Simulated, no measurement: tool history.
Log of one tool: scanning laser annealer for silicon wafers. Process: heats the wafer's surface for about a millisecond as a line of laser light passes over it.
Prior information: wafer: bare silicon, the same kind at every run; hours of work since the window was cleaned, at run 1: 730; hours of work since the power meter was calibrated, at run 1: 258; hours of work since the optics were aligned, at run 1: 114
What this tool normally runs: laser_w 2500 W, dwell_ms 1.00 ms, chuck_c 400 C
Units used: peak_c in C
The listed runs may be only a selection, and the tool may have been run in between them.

run     day  laser_w  dwell_ms  chuck_c  hours of work since the window was cleaned  hours of work since the power meter was calibrated  hours of work since the optics were aligned  peak_c
  1   0.000     2500      1.00      400                                         730                                                 258                                          114    1099
  2   1.229     2500      0.93      400                                         742                                                 270                                          126    1067
  3   3.583     2724      1.00      400                                         765                                                 293                                          149    1170
  4   5.104     2715      1.00      400                                         779                                                 307                                          163    1168
  5   7.629     2715      1.00      400                                         804                                                 332                                          188    1166
  6   8.862     2500      1.00      400                                         815                                                 344                                          200    1097
  7  10.100     2739      1.00      400                                         827                                                 356                                          212    1170
  8  12.533     2739      1.00      400                                         851                                                 379                                          235    1172
  9  13.875     2500      1.09      400                                         864                                                 392                                          248    1131
 10  15.846     2500      0.79      400                                         883                                                 411                                          267    1006
 11  17.729     2500      0.79      400                                         901                                                 429                                          285    1006
 12  19.800     2500      1.00      367                                         921                                                 449                                          305    1064
     20.312  -- window over the wafer cleaned
 13  21.212     2500      1.00      367                                           9                                                 462                                          318    1081
 14  22.588     2500      1.00      367                                          22                                                 475                                          331    1081
 15  24.108     2500      1.10      400                                          37                                                 490                                          346    1153
 16  26.562     2500      1.10      400                                          60                                                 513                                          369    1156
 17  28.975     2500      1.10      400                                          83                                                 536                                          392    1153
 18  31.325     2430      0.75      400                                         106                                                 559                                          415     982
 19  32.567     2349      0.74      424                                         118                                                 571                                          427     979
 20  34.304     2349      0.74      424                                         135                                                 588                                          444     981
 21  35.454     2605      1.02      399                                         146                                                 599                                          455    1152
 22  37.650     2605      0.73      438                                         167                                                 620                                          476    1063
 23  39.250     2605      0.73      438                                         182                                                 635                                          491    1057
 24  40.796     2734      1.11      425                                         197                                                 650                                          506    1261
 25  41.996     2734      1.11      425                                         209                                                 662                                          518    1259
 26  43.496     2734      1.11      425                                         223                                                 676                                          532    1262
 27  44.688     2144      0.94      379                                         235                                                 688                                          544     953
 28  46.267     2221      1.00      385                                         250                                                 703                                          559    1003
 29  48.317     2221      1.00      385                                         270                                                 723                                          579    1002

4 ways to go on from here, each from the tool as it stands after run 29. What would each give?
  A  49.583     2500      0.74      400                                         282                                                 735                                          591       ?
  B  49.583     2221      0.88      409                                         282                                                 735                                          591       ?
  C  49.583     2221      0.74      425                                         282                                                 735                                          591       ?
  D  49.583     2443      0.97      385                                         282                                                 735                                          591       ?

run  peak_c
  A     990
  B     982
  C     947
  D    1062
With the hidden condition removed and each run's random variation left untouched, the same runs would have given:
run  peak_c
  A     998
  B     990
  C     954
  D    1070
